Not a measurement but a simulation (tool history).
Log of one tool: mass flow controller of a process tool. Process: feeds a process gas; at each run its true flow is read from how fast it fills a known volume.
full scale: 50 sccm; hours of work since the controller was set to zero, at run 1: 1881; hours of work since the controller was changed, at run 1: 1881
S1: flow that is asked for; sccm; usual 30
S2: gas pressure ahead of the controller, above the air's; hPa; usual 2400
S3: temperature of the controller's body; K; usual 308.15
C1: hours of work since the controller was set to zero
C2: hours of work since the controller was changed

run 1 hour=0.0 | S1=30 S2=2400 S3=308.15 | C1=1881 C2=1881 | true_flow_(%)=98.42
run 2 hour=58.1 | S1=30 S2=2400 S3=308.15 | C1=1922 C2=1922 | true_flow_(%)=98.44
run 3 hour=100.0 | S1=30 S2=2400 S3=308.15 | C1=1952 C2=1952 | true_flow_(%)=98.51
run 4 hour=161.8 | S1=23 S2=2400 S3=308.15 | C1=1997 C2=1997 | true_flow_(%)=98.02
run 5 hour=213.6 | S1=23 S2=2090 S3=308.15 | C1=2034 C2=2034 | true_flow_(%)=97.81
run 6 hour=269.9 | S1=23 S2=2090 S3=308.15 | C1=2075 C2=2075 | true_flow_(%)=98.02
run 7 hour=321.9 | S1=23 S2=2090 S3=308.15 | C1=2112 C2=2112 | true_flow_(%)=97.84
run 8 hour=388.4 | S1=30 S2=2400 S3=308.15 | C1=2160 C2=2160 | true_flow_(%)=98.47
run 9 hour=431.9 | S1=30 S2=2400 S3=308.15 | C1=2191 C2=2191 | true_flow_(%)=98.57
run 10 hour=505.4 | S1=30 S2=2400 S3=308.15 | C1=2244 C2=2244 | true_flow_(%)=98.41
run 11 hour=578.5 | S1=30 S2=2400 S3=308.15 | C1=2297 C2=2297 | true_flow_(%)=98.42
run 12 hour=651.4 | S1=30 S2=2400 S3=308.15 | C1=2349 C2=2349 | true_flow_(%)=98.44
run 13 hour=700.8 | S1=30 S2=2400 S3=308.15 | C1=2385 C2=2385 | true_flow_(%)=98.48
run 14 hour=747.5 | S1=30 S2=2400 S3=308.15 | C1=2418 C2=2418 | true_flow_(%)=98.40
run 15 hour=778.9 | S1=30 S2=2400 S3=308.15 | C1=2441 C2=2441 | true_flow_(%)=98.45
run 16 hour=820.8 | S1=30 S2=2400 S3=308.15 | C1=2471 C2=2471 | true_flow_(%)=98.49
run 17 hour=896.1 | S1=30 S2=2400 S3=308.15 | C1=2525 C2=2525 | true_flow_(%)=98.56
run 18 hour=950.3 | S1=30 S2=2400 S3=308.15 | C1=2564 C2=2564 | true_flow_(%)=98.39
run 19 hour=1017.1 | S1=30 S2=2400 S3=308.15 | C1=2612 C2=2612 | true_flow_(%)=98.50
run 20 hour=1088.5 | S1=30 S2=2400 S3=308.15 | C1=2663 C2=2663 | true_flow_(%)=98.42
run 21 hour=1135.1 | S1=30 S2=2400 S3=308.15 | C1=2697 C2=2697 | true_flow_(%)=98.39
run 22 hour=1193.8 | S1=30 S2=2400 S3=297.15 | C1=2739 C2=2739 | true_flow_(%)=99.12
run 23 hour=1254.9 | S1=30 S2=2480 S3=297.15 | C1=2783 C2=2783 | true_flow_(%)=99.12
run 24 hour=1310.0 | S1=30 S2=2480 S3=297.15 | C1=2823 C2=2823 | true_flow_(%)=99.11
run 25 hour=1353.5 | S1=30 S2=2350 S3=294.15 | C1=2854 C2=2854 | true_flow_(%)=99.34
run 26 hour=1411.2 | S1=37 S2=2030 S3=308.15 | C1=2895 C2=2895 | true_flow_(%)=98.70
run 27 hour=1444.3 | S1=7 S2=2120 S3=303.15 | C1=2919 C2=2919 | true_flow_(%)=97.40
run 28 hour=1474.7 | S1=6 S2=2400 S3=295.15 | C1=2941 C2=2941 | true_flow_(%)=97.89
run 29 hour=1520.8 | S1=5 S2=2390 S3=295.15 | C1=2974 C2=2974 | true_flow_(%)=97.99
run 30 hour=1576.5 | S1=16 S2=2730 S3=299.15 | C1=3014 C2=3014 | true_flow_(%)=98.29
run 31 hour=1649.6 | S1=6 S2=2630 S3=298.15 | C1=3067 C2=3067 | true_flow_(%)=97.85
run 32 hour=1697.5 | S1=31 S2=2030 S3=297.15 | C1=3101 C2=3101 | true_flow_(%)=98.96
run 33 hour=1733.3 | S1=10 S2=2030 S3=297.15 | C1=3127 C2=3127 | true_flow_(%)=97.72
run 34 hour=1768.8 | S1=10 S2=2030 S3=306.15 | C1=3153 C2=3153 | true_flow_(%)=97.25
run 35 hour=1833.3 | S1=10 S2=2030 S3=307.15 | C1=3199 C2=3199 | true_flow_(%)=97.41
run 36 hour=1900.1 | S1=14 S2=1650 S3=308.15 | C1=3247 C2=3247 | true_flow_(%)=97.10
run 37 hour=1935.2 | S1=28 S2=1780 S3=308.15 | C1=3272 C2=3272 | true_flow_(%)=98.11
run 38 hour=1987.0 | S1=7 S2=2210 S3=297.15 | C1=3309 C2=3309 | true_flow_(%)=97.85
run 39 hour=2035.0 | S1=17 S2=2210 S3=300.15 | C1=3344 C2=3344 | true_flow_(%)=98.26
run 40 hour=2107.0 | S1=38 S2=2330 S3=294.15 | C1=3396 C2=3396 | true_flow_(%)=99.64

Forecast run 41:
run 41 hour=2161.9 | S1=38 S2=1460 S3=294.15 | C1=3435 C2=3435 | true_flow_(%)=?

{"run 41": {"true flow (%)": 99.44}}
Without the tool's hidden state the same run would have given true flow (%) 99.42.

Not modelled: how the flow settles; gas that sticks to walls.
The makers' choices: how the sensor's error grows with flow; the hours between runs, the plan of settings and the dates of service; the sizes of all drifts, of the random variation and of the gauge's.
